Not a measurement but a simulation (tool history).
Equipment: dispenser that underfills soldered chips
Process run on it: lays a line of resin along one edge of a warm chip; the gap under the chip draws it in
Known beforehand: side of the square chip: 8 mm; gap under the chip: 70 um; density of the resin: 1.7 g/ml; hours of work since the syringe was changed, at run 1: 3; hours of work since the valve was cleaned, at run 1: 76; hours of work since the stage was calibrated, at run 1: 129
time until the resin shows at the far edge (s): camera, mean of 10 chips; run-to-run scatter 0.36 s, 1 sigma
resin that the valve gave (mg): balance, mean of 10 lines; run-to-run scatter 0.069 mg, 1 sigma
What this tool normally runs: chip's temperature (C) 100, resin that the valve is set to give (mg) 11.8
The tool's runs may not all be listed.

| run | hour | chip's temperature (C) | resin that the valve is set to give (mg) | hours of work since the syringe was changed | hours of work since the valve was cleaned | hours of work since the stage was calibrated | time until the resin shows at the far edge (s) | resin that the valve gave (mg) |
|---|---|---|---|---|---|---|---|---|
| 1 | 0.0 | 100 | 11.8 | 3 | 76 | 129 | 24.7 | 11.27 |
|  | 6.1 | new syringe of resin |
| 2 | 8.9 | 100 | 11.8 | 2 | 83 | 135 | 23.4 | 11.15 |
|  | 15.7 | new syringe of resin |
| 3 | 16.4 | 100 | 11.8 | 1 | 88 | 141 | 21.5 | 11.20 |
|  | 25.5 | new syringe of resin |
| 4 | 27.0 | 100 | 11.8 | 1 | 96 | 149 | 23.3 | 11.06 |
| 5 | 34.0 | 100 | 11.8 | 7 | 102 | 154 | 31.3 | 10.95 |
|  | 35.9 | new syringe of resin |
| 6 | 41.1 | 100 | 11.8 | 4 | 107 | 160 | 27.0 | 10.94 |
|  | 46.3 | new syringe of resin |
| 7 | 48.9 | 100 | 11.8 | 2 | 113 | 165 | 24.7 | 10.83 |
|  | 56.4 | dispensing valve cleaned and set on the balance |
|  | 57.6 | new syringe of resin |
| 8 | 57.6 | 103 | 15.3 | 0 | 1 | 171 | 18.1 | 15.22 |
| 9 | 63.6 | 97 | 12.0 | 5 | 5 | 176 | 32.2 | 12.04 |
|  | 67.6 | new syringe of resin |
| 10 | 71.8 | 97 | 12.0 | 3 | 11 | 182 | 28.7 | 11.85 |
|  | 77.2 | new syringe of resin |
| 11 | 83.0 | 97 | 12.0 | 4 | 20 | 190 | 31.5 | 11.80 |
|  | 87.2 | new syringe of resin |
| 12 | 92.0 | 97 | 12.0 | 4 | 27 | 197 | 29.8 | 11.71 |
|  | 97.4 | new syringe of resin |
| 13 | 104.1 | 109 | 12.0 | 5 | 36 | 206 | 20.1 | 11.65 |

Entry by entry between the runs, the difference in hidden state between the last listed run before and the first listed run after:
Run 1 -> run 2: new syringe of resin (hour 6.1)
  resin's viscosity, % of fresh resin's: 119.8 -> 112.2; dose that the valve gives, % of what is set: 95.12 -> 94.65; true chip temperature over the reading, C: -1.1 -> -1.15
  difference, measured minus the result without the unlogged condition, time until the resin shows at the far edge (s): +5.2 -> +3.7; resin that the valve gave (mg): -0.58 -> -0.64
Run 2 -> run 3: new syringe of resin (hour 15.7)
  resin's viscosity, % of fresh resin's: 112.2 -> 101.8; dose that the valve gives, % of what is set: 94.65 -> 94.26; true chip temperature over the reading, C: -1.15 -> -1.19
  difference, measured minus the result without the unlogged condition, time until the resin shows at the far edge (s): +3.7 -> +1.6; resin that the valve gave (mg): -0.64 -> -0.68
Run 3 -> run 4: new syringe of resin (hour 25.5)
  resin's viscosity, % of fresh resin's: 101.8 -> 106.9; dose that the valve gives, % of what is set: 94.26 -> 93.73; true chip temperature over the reading, C: -1.19 -> -1.25
  difference, measured minus the result without the unlogged condition, time until the resin shows at the far edge (s): +1.6 -> +2.7; resin that the valve gave (mg): -0.68 -> -0.74
Run 5 -> run 6: new syringe of resin (hour 35.9)
  resin's viscosity, % of fresh resin's: 148.3 -> 127.2; dose that the valve gives, % of what is set: 93.36 -> 92.98; true chip temperature over the reading, C: -1.29 -> -1.33
  difference, measured minus the result without the unlogged condition, time until the resin shows at the far edge (s): +11.4 -> +7.2; resin that the valve gave (mg): -0.78 -> -0.83
Run 6 -> run 7: new syringe of resin (hour 46.3)
  resin's viscosity, % of fresh resin's: 127.2 -> 113.1; dose that the valve gives, % of what is set: 92.98 -> 92.54; true chip temperature over the reading, C: -1.33 -> -1.37
  difference, measured minus the result without the unlogged condition, time until the resin shows at the far edge (s): +7.2 -> +4.2; resin that the valve gave (mg): -0.83 -> -0.89
Run 7 -> run 8: dispensing valve cleaned and set on the balance (hour 56.4); new syringe of resin (hour 57.6)
  resin's viscosity, % of fresh resin's: 113.1 -> 100.9; dose that the valve gives, % of what is set: 92.54 -> 99.77; true chip temperature over the reading, C: -1.37 -> -1.42
  difference, measured minus the result without the unlogged condition, time until the resin shows at the far edge (s): +4.2 -> +1.2; resin that the valve gave (mg): -0.89 -> -0.04
Run 9 -> run 10: new syringe of resin (hour 67.6)
  resin's viscosity, % of fresh resin's: 133.6 -> 119.9; dose that the valve gives, % of what is set: 99.48 -> 99.01; true chip temperature over the reading, C: -1.45 -> -1.49
  difference, measured minus the result without the unlogged condition, time until the resin shows at the far edge (s): +9.5 -> +6.2; resin that the valve gave (mg): -0.07 -> -0.12
Run 10 -> run 11: new syringe of resin (hour 77.2)
  resin's viscosity, % of fresh resin's: 119.9 -> 130.3; dose that the valve gives, % of what is set: 99.01 -> 98.42; true chip temperature over the reading, C: -1.49 -> -1.56
  difference, measured minus the result without the unlogged condition, time until the resin shows at the far edge (s): +6.2 -> +8.8; resin that the valve gave (mg): -0.12 -> -0.19
Run 11 -> run 12: new syringe of resin (hour 87.2)
  resin's viscosity, % of fresh resin's: 130.3 -> 124.7; dose that the valve gives, % of what is set: 98.42 -> 97.98; true chip temperature over the reading, C: -1.56 -> -1.61
  difference, measured minus the result without the unlogged condition, time until the resin shows at the far edge (s): +8.8 -> +7.5; resin that the valve gave (mg): -0.19 -> -0.25
Run 12 -> run 13: new syringe of resin (hour 97.4)
  resin's viscosity, % of fresh resin's: 124.7 -> 138.1; dose that the valve gives, % of what is set: 97.98 -> 97.37; true chip temperature over the reading, C: -1.61 -> -1.68
  difference, measured minus the result without the unlogged condition, time until the resin shows at the far edge (s): +7.5 -> +6.6; resin that the valve gave (mg): -0.25 -> -0.31
